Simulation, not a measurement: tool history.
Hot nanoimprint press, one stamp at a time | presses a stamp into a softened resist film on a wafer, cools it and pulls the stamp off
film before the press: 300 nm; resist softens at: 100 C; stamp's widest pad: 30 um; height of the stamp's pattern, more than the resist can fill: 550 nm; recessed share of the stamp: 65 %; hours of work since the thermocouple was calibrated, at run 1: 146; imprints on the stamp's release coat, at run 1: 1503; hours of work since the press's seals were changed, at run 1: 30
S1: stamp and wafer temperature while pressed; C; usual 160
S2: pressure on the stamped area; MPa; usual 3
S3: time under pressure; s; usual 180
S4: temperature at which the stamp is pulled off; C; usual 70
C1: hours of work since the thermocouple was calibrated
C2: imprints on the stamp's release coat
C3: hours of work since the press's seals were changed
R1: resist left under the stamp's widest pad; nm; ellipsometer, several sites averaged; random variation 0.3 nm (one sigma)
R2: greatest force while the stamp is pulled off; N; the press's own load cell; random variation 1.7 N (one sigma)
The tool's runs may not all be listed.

run	hour	S1	S2	S3	S4	C1	C2	C3	R1	R2
1	0	160	3	180	70	146	1503	30	177.1	131
# hour 34.6: stamp cleaned and given a new release coat
2	46.3	160	3	180	70	163	35	47	176.6	134
3	69.1	160	3	180	70	173	101	57	176.5	133
4	96.1	160	3	180	70	184	180	68	176.9	129
5	115.7	160	3	180	70	193	238	77	176.7	134
6	152.5	160	3	180	70	208	345	92	176.2	135
7	171.7	160	3	180	70	216	401	100	176.2	135
8	199.7	167	2.5	180	70	228	483	112	152.8	133
9	231.9	167	2.5	180	70	242	577	126	152.2	135

Run 10 comes next. What will it give?
# hour 254.2: plate thermocouple calibrated
10	280.8	160	4.14	180	60	11	712	145	?	?

{"run 10": {"R1": 155.6, "R2": 142}}
Without the tool's hidden state the same run would have given R1 156.7 nm, R2 142 N.
